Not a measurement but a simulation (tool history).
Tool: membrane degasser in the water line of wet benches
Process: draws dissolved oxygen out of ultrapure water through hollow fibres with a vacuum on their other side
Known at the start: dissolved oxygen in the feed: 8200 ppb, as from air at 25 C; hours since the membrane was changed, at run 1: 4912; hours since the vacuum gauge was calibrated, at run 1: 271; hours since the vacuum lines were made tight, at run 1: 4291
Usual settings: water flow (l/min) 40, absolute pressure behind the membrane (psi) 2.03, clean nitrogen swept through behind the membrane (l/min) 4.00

run,hour,water flow (l/min),absolute pressure behind the membrane (psi),clean nitrogen swept through behind the membrane (l/min),hours since the membrane was changed,hours since the vacuum gauge was calibrated,hours since the vacuum lines were made tight,dissolved oxygen in the water behind the degasser (ppb),pressure that the water loses in the fibres (psi)
1,0.0,40,2.03,4.00,4912,271,4291,252.1,5.661
2,53.6,40,2.03,4.00,4965,325,4345,252.3,5.691
3,158.7,40,2.03,4.00,5070,430,4450,252.8,5.675
4,226.9,40,2.03,4.70,5139,498,4518,218.1,5.665
5,319.1,40,2.03,4.70,5231,590,4611,218.8,5.668
6,412.1,40,2.03,4.70,5324,683,4704,219.3,5.681
7,524.5,40,2.03,4.70,5436,796,4816,219.3,5.655
8,601.7,40,2.03,2.07,5513,873,4893,453.6,5.701
9,663.4,40,2.03,1.75,5575,935,4955,518.7,5.704
10,777.7,40,2.03,4.00,5689,1049,5069,253.8,5.707
11,877.3,40,2.03,4.00,5789,1149,5169,254.1,5.709
12,982.8,24,2.20,5.16,5894,1254,5274,137.7,3.437
13,1061.1,43,3.89,6.03,5973,1332,5353,395.4,6.115
14,1143.9,43,3.89,6.03,6055,1415,5435,395.2,6.141
# hour 1154.8: vacuum gauge calibrated
15,1270.8,58,1.96,5.86,6182,116,5562,255.3,8.273
16,1382.5,58,2.84,5.43,6294,228,5674,415.1,8.289
17,1477.0,58,2.84,5.43,6388,322,5768,416.6,8.282
# hour 1527.4: seals of the vacuum lines changed
18,1554.7,58,2.84,5.43,6464,398,27,412.2,8.309
# hour 1565.7: vacuum gauge calibrated, once more
19,1648.6,58,1.96,5.68,6557,83,121,259.9,8.314
20,1738.3,58,2.70,5.68,6647,173,210,373.8,8.279
21,1846.5,58,1.57,5.68,6755,281,319,199.3,8.330

Measured less the same run without the tool's hidden state. The same run-to-run variation is in both; the gauge's scatter may not be:
The hidden state here: membrane still open, %; true pressure behind the membrane over the reading, kPa; air that leaks in behind the membrane, l/min; drift of the gauge itself on oxygen_ppb, %; drift of the gauge itself on loss_of_pressure_kpa, %.
run,dissolved oxygen in the water behind the degasser (ppb),pressure that the water loses in the fibres (psi)
1,+2.2,+0.170
2,+2.4,+0.170
3,+2.6,+0.174
4,+2.6,+0.175
5,+2.8,+0.180
6,+3.0,+0.184
7,+3.1,+0.186
8,+4.8,+0.191
9,+5.1,+0.193
10,+4.0,+0.196
11,+4.2,+0.199
12,+3.2,+0.122
13,+5.8,+0.220
14,+5.8,+0.223
15,+7.2,+0.307
16,+8.5,+0.315
17,+8.7,+0.322
18,+6.6,+0.323
19,+5.8,+0.331
20,+6.0,+0.334
21,+6.4,+0.341
